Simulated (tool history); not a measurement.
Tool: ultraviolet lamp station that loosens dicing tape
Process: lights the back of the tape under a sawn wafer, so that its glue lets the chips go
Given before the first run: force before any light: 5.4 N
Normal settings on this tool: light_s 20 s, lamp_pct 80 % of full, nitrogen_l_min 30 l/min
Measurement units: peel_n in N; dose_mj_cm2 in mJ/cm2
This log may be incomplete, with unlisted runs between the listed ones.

run,hour,light_s,lamp_pct,nitrogen_l_min,peel_n,dose_mj_cm2
1,0.0,20,80,30,0.647,299
2,26.2,20,80,13,1.017,295
3,54.8,20,80,13,0.987,291
# hour 79.2: window cleaned of glue's vapour
4,84.5,20,80,13,0.787,343
5,115.6,12,80,30,1.116,201
6,151.1,15,80,30,0.812,249
7,175.8,17,80,30,0.721,282
8,195.6,20,71,30,0.654,289
9,224.8,11,80,30,1.374,176
10,244.4,11,80,30,1.387,178
11,285.1,20,80,30,0.582,317
12,312.5,20,80,30,0.599,312
13,343.0,20,89,30,0.504,339
14,371.1,20,80,30,0.632,301
15,404.6,20,73,30,0.723,274
16,434.2,20,73,30,0.754,269
17,465.5,20,73,30,0.766,263
18,495.4,20,80,30,0.701,287
19,535.9,20,80,30,0.704,280
20,566.1,23,80,30,0.579,316
21,585.8,20,80,14,1.098,277
22,609.7,31,85,30,0.373,443
23,640.9,31,85,60,0.298,437
24,662.7,18,95,60,0.543,280
25,686.8,18,95,60,0.530,276
# hour 712.9: window cleaned of glue's vapour
26,726.6,36,74,60,0.268,498
27,747.7,27,63,14,0.865,314
28,773.0,20,63,33,0.895,231
29,809.0,19,64,50,0.817,222
30,830.1,19,64,50,0.856,220
31,862.4,20,73,51,0.662,257
32,885.6,20,73,51,0.676,253
33,920.6,20,73,51,0.679,252
34,955.6,20,73,51,0.688,247
35,973.0,20,73,16,1.201,246
36,998.7,20,77,15,1.125,252
37,1028.0,20,80,51,0.634,260
38,1060.0,32,71,31,0.446,363
39,1079.3,25,91,14,0.697,363
40,1101.2,13,87,14,1.809,181
41,1134.8,20,74,48,0.767,231
42,1157.0,20,96,30,0.642,288

Below, some changes in peel_n between adjacent runs. For each, the amount present without the hidden state too (settings, incoming material, random variation) and the amount remaining for the hidden state with gauge scatter not shared by both compared results:
Hidden state present: lamp's light, % of a new lamp's; light that the window lets through, % of a clean one's; drift of the gauge itself on peel_n, %; drift of the gauge itself on dose_mj_cm2, %.
Run 10 -> 11: light_s 11 -> 20. peel_n -0.805 N: hidden state -0.074, all else -0.731.
Run 21 -> 22: light_s 20 -> 31, lamp_pct 80 -> 85, nitrogen_l_min 14 -> 30. peel_n -0.725 N: hidden state -0.281, all else -0.444.
Run 39 -> 40: light_s 25 -> 13, lamp_pct 91 -> 87. peel_n +1.112 N: hidden state +0.327, all else +0.785.
Run 40 -> 41: light_s 13 -> 20, lamp_pct 87 -> 74, nitrogen_l_min 14 -> 48. peel_n -1.042 N: hidden state -0.276, all else -0.766.

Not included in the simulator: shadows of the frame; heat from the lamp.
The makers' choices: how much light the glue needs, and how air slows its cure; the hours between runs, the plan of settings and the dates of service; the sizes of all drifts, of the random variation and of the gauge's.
